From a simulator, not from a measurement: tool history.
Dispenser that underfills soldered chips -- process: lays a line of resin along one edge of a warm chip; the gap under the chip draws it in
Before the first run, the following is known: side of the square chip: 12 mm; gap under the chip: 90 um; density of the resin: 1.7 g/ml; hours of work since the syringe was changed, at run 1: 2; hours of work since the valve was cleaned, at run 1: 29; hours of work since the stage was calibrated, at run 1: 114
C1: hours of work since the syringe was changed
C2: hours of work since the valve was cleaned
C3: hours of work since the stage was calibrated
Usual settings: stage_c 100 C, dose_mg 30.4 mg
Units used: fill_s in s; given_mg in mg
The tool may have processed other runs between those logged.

run 1 hour=0.0 | stage_c=100 dose_mg=30.4 | C1=2 C2=29 C3=114 | fill_s=127.2 given_mg=30.15
run 2 hour=5.4 | stage_c=100 dose_mg=30.4 | C1=5 C2=32 C3=118 | fill_s=147.2 given_mg=30.09
-- hour=7.3 new syringe of resin
run 3 hour=11.1 | stage_c=100 dose_mg=30.4 | C1=2 C2=35 C3=121 | fill_s=130.5 given_mg=30.01
run 4 hour=15.7 | stage_c=100 dose_mg=30.4 | C1=5 C2=38 C3=124 | fill_s=151.5 given_mg=30.04
-- hour=17.0 new syringe of resin
run 5 hour=19.2 | stage_c=91 dose_mg=30.4 | C1=1 C2=40 C3=126 | fill_s=181.5 given_mg=29.96
run 6 hour=23.8 | stage_c=100 dose_mg=34.8 | C1=4 C2=43 C3=129 | fill_s=140.4 given_mg=34.24
run 7 hour=26.2 | stage_c=89 dose_mg=34.8 | C1=6 C2=45 C3=131 | fill_s=238.7 given_mg=34.13
-- hour=26.8 new syringe of resin
run 8 hour=29.4 | stage_c=100 dose_mg=30.4 | C1=2 C2=47 C3=132 | fill_s=127.7 given_mg=29.90
run 9 hour=32.0 | stage_c=100 dose_mg=30.4 | C1=3 C2=48 C3=134 | fill_s=136.7 given_mg=29.74
-- hour=36.7 new syringe of resin
run 10 hour=37.1 | stage_c=100 dose_mg=30.4 | C1=0 C2=51 C3=137 | fill_s=122.1 given_mg=29.77
run 11 hour=41.0 | stage_c=100 dose_mg=30.4 | C1=3 C2=54 C3=140 | fill_s=137.6 given_mg=29.74
run 12 hour=44.3 | stage_c=101 dose_mg=30.4 | C1=5 C2=56 C3=142 | fill_s=142.2 given_mg=29.74
-- hour=46.6 new syringe of resin
run 13 hour=48.4 | stage_c=101 dose_mg=30.4 | C1=1 C2=58 C3=144 | fill_s=123.9 given_mg=29.68
run 14 hour=51.7 | stage_c=107 dose_mg=28.5 | C1=3 C2=60 C3=146 | fill_s=109.2 given_mg=27.75
run 15 hour=54.3 | stage_c=104 dose_mg=30.4 | C1=5 C2=62 C3=148 | fill_s=130.7 given_mg=29.54
-- hour=56.5 new syringe of resin
run 16 hour=58.3 | stage_c=94 dose_mg=29.1 | C1=1 C2=64 C3=150 | fill_s=162.8 given_mg=28.30
run 17 hour=63.5 | stage_c=86 dose_mg=27.1 | C1=4 C2=68 C3=154 | fill_s=272.5 given_mg=26.32
-- hour=66.6 new syringe of resin
run 18 hour=67.6 | stage_c=95 dose_mg=37.6 | C1=1 C2=70 C3=156 | fill_s=145.9 given_mg=36.36
run 19 hour=70.4 | stage_c=87 dose_mg=38.6 | C1=2 C2=72 C3=158 | fill_s=220.6 given_mg=37.47
run 20 hour=75.9 | stage_c=87 dose_mg=38.6 | C1=6 C2=75 C3=161 | fill_s=258.4 given_mg=37.32
-- hour=76.4 new syringe of resin
run 21 hour=81.0 | stage_c=87 dose_mg=38.6 | C1=3 C2=79 C3=164 | fill_s=236.9 given_mg=37.31
-- hour=84.3 dispensing valve cleaned and set on the balance
-- hour=87.4 new syringe of resin
run 22 hour=87.4 | stage_c=90 dose_mg=31.8 | C1=0 C2=2 C3=168 | fill_s=182.2 given_mg=31.83
run 23 hour=91.4 | stage_c=109 dose_mg=28.4 | C1=3 C2=4 C3=170 | fill_s=95.5 given_mg=28.32
run 24 hour=95.4 | stage_c=86 dose_mg=30.0 | C1=5 C2=7 C3=173 | fill_s=267.4 given_mg=29.94
-- hour=97.4 new syringe of resin
run 25 hour=100.1 | stage_c=89 dose_mg=33.9 | C1=2 C2=10 C3=175 | fill_s=200.0 given_mg=33.76
run 26 hour=104.6 | stage_c=100 dose_mg=37.1 | C1=5 C2=12 C3=178 | fill_s=146.1 given_mg=36.99

What if the next run were any one of these 4? Each begins from the tool's condition after run 26:
-- hour=107.4 new syringe of resin
run A hour=110.2 | stage_c=112 dose_mg=30.2 | C1=2 C2=16 C3=182 | fill_s=? given_mg=?
-- hour=107.4 new syringe of resin
run B hour=110.2 | stage_c=93 dose_mg=36.0 | C1=2 C2=16 C3=182 | fill_s=? given_mg=?
-- hour=107.4 new syringe of resin
run C hour=110.2 | stage_c=98 dose_mg=27.0 | C1=2 C2=16 C3=182 | fill_s=? given_mg=?
-- hour=107.4 new syringe of resin
run D hour=110.2 | stage_c=91 dose_mg=32.5 | C1=2 C2=16 C3=182 | fill_s=? given_mg=?

run=A fill_s=81.4 given_mg=29.94
run=B fill_s=170.7 given_mg=35.77
run=C fill_s=148.8 given_mg=26.80
run=D fill_s=185.5 given_mg=32.22
The same runs, with their run-to-run variation unchanged, on a tool lacking any hidden condition would have given:
run=A fill_s=72.7 given_mg=30.15
run=B fill_s=152.2 given_mg=36.02
run=C fill_s=132.5 given_mg=26.98
run=D fill_s=165.3 given_mg=32.44
